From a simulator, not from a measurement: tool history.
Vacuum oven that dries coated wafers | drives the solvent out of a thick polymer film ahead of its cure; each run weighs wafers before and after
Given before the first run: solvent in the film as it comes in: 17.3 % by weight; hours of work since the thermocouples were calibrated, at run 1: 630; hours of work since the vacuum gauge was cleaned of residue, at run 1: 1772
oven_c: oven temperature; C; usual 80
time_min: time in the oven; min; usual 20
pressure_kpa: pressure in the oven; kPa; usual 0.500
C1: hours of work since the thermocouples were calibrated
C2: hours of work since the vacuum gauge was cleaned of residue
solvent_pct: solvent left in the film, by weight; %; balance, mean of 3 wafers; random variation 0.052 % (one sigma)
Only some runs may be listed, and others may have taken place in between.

Run 1, day 0.000: usual settings; C1 630; C2 1772. Result: solvent_pct 1.94 %.
Run 2, day 4.167: usual settings but oven_c 78 C; C1 670; C2 1812. Result: solvent_pct 2.47 %.
Run 3, day 6.238: usual settings but oven_c 73 C; C1 690; C2 1832. Result: solvent_pct 4.34 %.
Run 4, day 10.858: usual settings but time_min 14 min; C1 735; C2 1876. Result: solvent_pct 3.29 %.
Run 5, day 14.996: usual settings but oven_c 79 C; C1 774; C2 1916. Result: solvent_pct 2.24 %.
Run 6, day 19.404: usual settings but pressure_kpa 0.831 kPa; C1 817; C2 1959. Result: solvent_pct 2.31 %.
Run 7, day 22.242: usual settings but pressure_kpa 0.831 kPa; C1 844; C2 1986. Result: solvent_pct 2.29 %.
At day 24.862: vacuum gauge cleaned of residue and calibrated.
Run 8, day 25.004: usual settings but time_min 12 min; C1 870; C2 1. Result: solvent_pct 4.15 %.
Run 9, day 26.992: usual settings but time_min 12 min; C1 889; C2 20. Result: solvent_pct 4.16 %.
Run 10, day 29.662: usual settings but time_min 12 min; C1 915; C2 46. Result: solvent_pct 4.13 %.
Run 11, day 34.258: usual settings but pressure_kpa 0.737 kPa; C1 959; C2 90. Result: solvent_pct 2.52 %.
Run 12, day 36.992: usual settings but pressure_kpa 0.737 kPa; C1 985; C2 117. Result: solvent_pct 2.41 %.
Run 13, day 41.538: usual settings; C1 1029; C2 160. Result: solvent_pct 2.29 %.
Run 14, day 45.825: usual settings but oven_c 83 C, time_min 30 min, pressure_kpa 0.539 kPa; C1 1070; C2 202. Result: solvent_pct 1.17 %.
Run 15, day 50.104: usual settings but oven_c 83 C, time_min 11 min, pressure_kpa 1.183 kPa; C1 1111; C2 243. Result: solvent_pct 3.96 %.
At day 50.412: vacuum gauge cleaned of residue and calibrated, once more.
Run 16, day 53.921: usual settings but oven_c 66 C, time_min 23 min, pressure_kpa 0.562 kPa; C1 1148; C2 34. Result: solvent_pct 6.52 %.
Run 17, day 57.275: usual settings but oven_c 77 C, time_min 12 min, pressure_kpa 0.484 kPa; C1 1180; C2 66. Result: solvent_pct 5.12 %.
Run 18, day 61.783: usual settings but oven_c 77 C, time_min 12 min, pressure_kpa 0.484 kPa; C1 1223; C2 109. Result: solvent_pct 5.19 %.
Run 19, day 64.575: usual settings but oven_c 77 C, pressure_kpa 0.550 kPa; C1 1250; C2 136. Result: solvent_pct 2.74 %.
Run 20, day 68.442: usual settings but oven_c 86 C, pressure_kpa 0.550 kPa; C1 1287; C2 173. Result: solvent_pct 0.75 %.
Run 21, day 73.042: usual settings but oven_c 72 C, time_min 14 min, pressure_kpa 0.550 kPa; C1 1331; C2 218. Result: solvent_pct 6.58 %.
Run 22, day 77.558: usual settings but oven_c 82 C, time_min 27 min, pressure_kpa 0.550 kPa; C1 1375; C2 261. Result: solvent_pct 0.85 %.
Run 23, day 82.171: usual settings but oven_c 90 C, time_min 14 min, pressure_kpa 0.405 kPa; C1 1419; C2 305. Result: solvent_pct 0.85 %.
Run 24, day 84.412: usual settings but oven_c 90 C, time_min 14 min, pressure_kpa 0.405 kPa; C1 1441; C2 327. Result: solvent_pct 0.87 %.
Run 25, day 88.238: usual settings but oven_c 90 C, time_min 14 min, pressure_kpa 0.405 kPa; C1 1478; C2 364. Result: solvent_pct 0.87 %.
Run 26, day 90.858: usual settings but oven_c 90 C, time_min 14 min, pressure_kpa 0.405 kPa; C1 1503; C2 389. Result: solvent_pct 0.73 %.

Take each entry between the runs: how does the hidden state at the last listed run before it differ from the hidden state at the first listed run after it?
From run 7 to run 8: vacuum gauge cleaned of residue and calibrated (day 24.862)
  true wafer temperature over the reading, C: -1.44 -> -1.49; true pressure over the reading, kPa: 0.737 -> 0.945
  the result without the hidden state subtracted from the measured one, solvent_pct: +0.78 -> +1.01 %
From run 15 to run 16: vacuum gauge cleaned of residue and calibrated, once more (day 50.412)
  true wafer temperature over the reading, C: -1.88 -> -1.94; true pressure over the reading, kPa: 1.032 -> 0.017
  the result without the hidden state subtracted from the measured one, solvent_pct: +1.13 -> +0.85 %
